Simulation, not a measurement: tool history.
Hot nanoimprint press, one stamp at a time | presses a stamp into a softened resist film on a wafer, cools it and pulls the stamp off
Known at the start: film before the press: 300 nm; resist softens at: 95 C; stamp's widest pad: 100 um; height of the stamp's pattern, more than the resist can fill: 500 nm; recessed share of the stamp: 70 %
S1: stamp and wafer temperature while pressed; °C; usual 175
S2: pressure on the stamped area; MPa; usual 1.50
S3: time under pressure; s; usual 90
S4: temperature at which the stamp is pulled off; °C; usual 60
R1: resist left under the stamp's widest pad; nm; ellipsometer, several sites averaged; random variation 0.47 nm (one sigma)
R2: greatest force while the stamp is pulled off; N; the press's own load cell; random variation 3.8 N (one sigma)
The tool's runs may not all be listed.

Run 1, hour 0.0: usual settings. Result: R1 135.5 nm, R2 187 N.
Run 2, hour 37.0: usual settings but S2 1.42 MPa. Result: R1 138.9 nm, R2 188 N.
Run 3, hour 94.8: usual settings but S2 1.26 MPa. Result: R1 145.3 nm, R2 187 N.
Run 4, hour 164.9: usual settings but S2 1.26 MPa. Result: R1 145.6 nm, R2 178 N.
Run 5, hour 237.5: usual settings but S2 1.26 MPa. Result: R1 145.5 nm, R2 185 N.
Run 6, hour 312.5: usual settings but S2 1.26 MPa. Result: R1 145.9 nm, R2 187 N.
Run 7, hour 375.6: usual settings but S1 170 °C. Result: R1 158.8 nm, R2 181 N.
Run 8, hour 441.3: usual settings. Result: R1 135.6 nm, R2 184 N.
Run 9, hour 490.6: usual settings. Result: R1 135.4 nm, R2 182 N.
Run 10, hour 560.6: usual settings. Result: R1 135.7 nm, R2 182 N.
Run 11, hour 597.9: usual settings but S2 0.91 MPa. Result: R1 165.8 nm, R2 179 N.
Run 12, hour 666.8: usual settings but S2 0.91 MPa. Result: R1 165.4 nm, R2 176 N.
Run 13, hour 713.1: usual settings but S2 0.91 MPa. Result: R1 165.1 nm, R2 183 N.
Run 14, hour 788.4: usual settings. Result: R1 134.8 nm, R2 188 N.
Run 15, hour 826.9: usual settings. Result: R1 134.8 nm, R2 183 N.
Run 16, hour 880.7: usual settings but S2 1.80 MPa. Result: R1 124.3 nm, R2 186 N.
Run 17, hour 944.7: usual settings but S2 1.81 MPa, S3 63 s. Result: R1 143.5 nm, R2 182 N.
Run 18, hour 1018.8: usual settings but S1 177 °C, S2 1.81 MPa, S3 75 s, S4 64 °C. Result: R1 124.6 nm, R2 179 N.
Run 19, hour 1092.6: usual settings but S1 170 °C, S2 1.44 MPa, S3 149 s, S4 61 °C. Result: R1 135.3 nm, R2 182 N.
Run 20, hour 1166.2: usual settings but S1 170 °C, S2 1.44 MPa, S3 170 s, S4 61 °C. Result: R1 128.6 nm, R2 185 N.
Run 21, hour 1226.6: usual settings but S1 166 °C, S3 96 s, S4 63 °C. Result: R1 177.2 nm, R2 176 N.
Run 22, hour 1298.6: usual settings but S1 166 °C, S3 96 s, S4 63 °C. Result: R1 177.2 nm, R2 178 N.
Run 23, hour 1335.3: usual settings but S1 166 °C, S3 96 s, S4 63 °C. Result: R1 178.3 nm, R2 169 N.
Run 24, hour 1405.9: usual settings but S3 51 s, S4 57 °C. Result: R1 165.5 nm, R2 194 N.
Run 25, hour 1458.1: usual settings but S1 174 °C, S3 109 s. Result: R1 130.4 nm, R2 191 N.
Run 26, hour 1528.3: usual settings but S2 0.97 MPa. Result: R1 162.0 nm, R2 186 N.
Run 27, hour 1574.4: usual settings but S2 0.97 MPa. Result: R1 161.9 nm, R2 179 N.
Run 28, hour 1607.2: usual settings but S2 0.97 MPa. Result: R1 161.9 nm, R2 181 N.
Run 29, hour 1675.2: usual settings but S2 1.06 MPa, S4 56 °C. Result: R1 155.4 nm, R2 190 N.
Run 30, hour 1744.8: usual settings but S1 186 °C, S2 1.90 MPa, S3 72 s, S4 63 °C. Result: R1 90.9 nm, R2 175 N.

Not shown: 6 entries that the log had between the listed runs. Between which runs, and how does the tool's hidden state differ before and after?
Between runs 3 and 4: stamp cleaned and given a new release coat (hour 152.5)
  grip of the stamp's worn release coat, % over a new coat's: 0.9 -> 0
Between runs 9 and 10: plate thermocouple calibrated (hour 514.7)
  true temperature over the reading, C: -0.02 -> 0; grip of the stamp's worn release coat, % over a new coat's: 0.6 -> 0.7
Between runs 11 and 12: press's hydraulic seals changed and the load cell set to zero (hour 647.6)
  true temperature over the reading, C: 0 -> -0.01; pressure that arrives at the usual setting, %: 99.94 -> 100; grip of the stamp's worn release coat, % over a new coat's: 0.8 -> 0.9
Between runs 12 and 13: stamp cleaned and given a new release coat (hour 693.8)
  grip of the stamp's worn release coat, % over a new coat's: 0.9 -> 0
Between runs 20 and 21: stamp cleaned and given a new release coat (hour 1221.4)
  pressure that arrives at the usual setting, %: 99.98 -> 99.97; grip of the stamp's worn release coat, % over a new coat's: 0.9 -> 0
Between runs 23 and 24: plate thermocouple calibrated (hour 1352.4)
  true temperature over the reading, C: -0.02 -> 0; grip of the stamp's worn release coat, % over a new coat's: 0.2 -> 0.3

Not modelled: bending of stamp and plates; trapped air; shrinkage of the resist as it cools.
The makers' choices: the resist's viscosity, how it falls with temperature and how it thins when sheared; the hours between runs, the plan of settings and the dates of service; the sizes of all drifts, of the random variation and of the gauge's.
